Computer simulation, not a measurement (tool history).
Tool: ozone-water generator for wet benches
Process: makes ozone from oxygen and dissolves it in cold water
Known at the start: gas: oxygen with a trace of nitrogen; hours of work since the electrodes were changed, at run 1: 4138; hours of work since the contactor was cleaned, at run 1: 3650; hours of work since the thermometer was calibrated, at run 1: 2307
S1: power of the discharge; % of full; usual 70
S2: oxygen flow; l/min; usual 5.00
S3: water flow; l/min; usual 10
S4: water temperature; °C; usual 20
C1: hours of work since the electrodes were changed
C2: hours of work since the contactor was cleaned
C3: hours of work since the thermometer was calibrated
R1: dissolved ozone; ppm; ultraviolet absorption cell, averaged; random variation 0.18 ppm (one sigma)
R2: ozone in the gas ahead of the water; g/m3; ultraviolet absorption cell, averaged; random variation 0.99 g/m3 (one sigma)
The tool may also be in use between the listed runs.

Run 1, day 0.000: usual settings; C1 4138; C2 3650; C3 2307. Result: R1 22.6 ppm, R2 161.9 g/m3.
Run 2, day 6.283: usual settings but S3 8 l/min; C1 4269; C2 3780; C3 2438. Result: R1 25.3 ppm, R2 161.1 g/m3.
Run 3, day 13.554: usual settings but S3 8 l/min; C1 4420; C2 3931; C3 2589. Result: R1 25.5 ppm, R2 164.2 g/m3.
Run 4, day 18.912: usual settings but S3 8 l/min; C1 4531; C2 4042; C3 2700. Result: R1 25.0 ppm, R2 160.6 g/m3.
Run 5, day 22.504: usual settings; C1 4606; C2 4117; C3 2775. Result: R1 22.5 ppm, R2 163.1 g/m3.
Run 6, day 29.158: usual settings; C1 4744; C2 4255; C3 2913. Result: R1 22.1 ppm, R2 160.7 g/m3.
At day 32.471: water thermometer calibrated.
Run 7, day 36.650: usual settings; C1 4899; C2 4411; C3 87. Result: R1 22.3 ppm, R2 161.3 g/m3.
Run 8, day 43.121: usual settings but S4 16 °C; C1 5034; C2 4545; C3 221. Result: R1 24.0 ppm, R2 160.4 g/m3.
Run 9, day 47.633: usual settings but S4 16 °C; C1 5127; C2 4639; C3 315. Result: R1 24.1 ppm, R2 160.4 g/m3.
Run 10, day 55.492: usual settings but S4 16 °C; C1 5291; C2 4802; C3 478. Result: R1 23.9 ppm, R2 161.7 g/m3.
Run 11, day 59.283: usual settings; C1 5369; C2 4881; C3 557. Result: R1 21.8 ppm, R2 160.8 g/m3.
Run 12, day 63.067: usual settings; C1 5448; C2 4959; C3 636. Result: R1 21.8 ppm, R2 160.7 g/m3.
Run 13, day 71.146: usual settings; C1 5616; C2 5127; C3 803. Result: R1 21.9 ppm, R2 159.0 g/m3.
Run 14, day 74.725: usual settings but S1 72 % of full, S2 3.89 l/min, S3 7 l/min, S4 19 °C; C1 5690; C2 5202; C3 878. Result: R1 30.0 ppm, R2 194.0 g/m3.
Run 15, day 81.221: usual settings but S1 72 % of full, S2 3.89 l/min, S3 7 l/min, S4 19 °C; C1 5825; C2 5337; C3 1013. Result: R1 30.0 ppm, R2 194.0 g/m3.
Run 16, day 89.675: usual settings but S1 72 % of full, S2 3.89 l/min, S3 7 l/min, S4 19 °C; C1 6001; C2 5512; C3 1188. Result: R1 29.3 ppm, R2 192.5 g/m3.
Run 17, day 98.508: usual settings but S1 72 % of full, S2 3.89 l/min, S3 7 l/min, S4 19 °C; C1 6184; C2 5696; C3 1372. Result: R1 29.4 ppm, R2 193.0 g/m3.
Run 18, day 104.412: usual settings but S1 46 % of full, S2 7.19 l/min, S3 14 l/min, S4 16 °C; C1 6307; C2 5818; C3 1495. Result: R1 13.2 ppm, R2 95.7 g/m3.
Run 19, day 112.917: usual settings but S3 9 l/min, S4 19 °C; C1 6484; C2 5995; C3 1671. Result: R1 23.2 ppm, R2 157.5 g/m3.
Run 20, day 121.100: usual settings but S3 9 l/min, S4 17 °C; C1 6654; C2 6165; C3 1841. Result: R1 24.0 ppm, R2 156.7 g/m3.
Run 21, day 127.475: usual settings but S2 7.05 l/min; C1 6786; C2 6297; C3 1974. Result: R1 18.8 ppm, R2 125.1 g/m3.
Run 22, day 134.804: usual settings but S1 99 % of full, S2 2.66 l/min, S3 12 l/min, S4 22 °C; C1 6938; C2 6450; C3 2126. Result: R1 25.7 ppm, R2 302.7 g/m3.
Run 23, day 138.721: usual settings but S1 99 % of full, S2 2.66 l/min, S3 12 l/min, S4 22 °C; C1 7020; C2 6531; C3 2207. Result: R1 25.4 ppm, R2 300.7 g/m3.
Run 24, day 145.288: usual settings but S1 44 % of full, S2 5.93 l/min, S3 12 l/min, S4 22 °C; C1 7156; C2 6667; C3 2344. Result: R1 12.8 ppm, R2 106.0 g/m3.
Run 25, day 151.338: usual settings but S1 79 % of full, S2 7.24 l/min, S3 14 l/min, S4 16 °C; C1 7282; C2 6793; C3 2469. Result: R1 17.8 ppm, R2 130.5 g/m3.
Run 26, day 156.908: usual settings but S1 79 % of full, S2 7.24 l/min, S3 14 l/min, S4 23 °C; C1 7398; C2 6909; C3 2585. Result: R1 15.7 ppm, R2 132.5 g/m3.

Forecast each of these 4 alternatives for the next run:
At day 158.533: contactor cleaned.
Run A, day 164.846: usual settings but S1 58 % of full, S2 6.18 l/min, S3 7 l/min, S4 23 °C; C1 7559; C2 131; C3 2747. Result: R1 ?, R2 ?.
At day 158.533: contactor cleaned.
Run B, day 164.846: usual settings but S1 87 % of full, S4 21 °C; C1 7559; C2 131; C3 2747. Result: R1 ?, R2 ?.
At day 158.533: contactor cleaned.
Run C, day 164.846: usual settings but S1 49 % of full, S2 3.35 l/min, S4 13 °C; C1 7559; C2 131; C3 2747. Result: R1 ?, R2 ?.
At day 158.533: contactor cleaned.
Run D, day 164.846: usual settings but S1 79 % of full, S2 5.81 l/min, S3 8 l/min, S4 16 °C; C1 7559; C2 131; C3 2747. Result: R1 ?, R2 ?.

run    R1     R2
  A  20.4  120.4
  B  25.2  178.2
  C  22.5  166.6
  D  28.2  151.7
Without the tool's hidden state the same runs would have given:
run    R1     R2
  A  22.1  129.8
  B  27.9  196.5
  C  24.2  177.9
  D  31.1  166.4
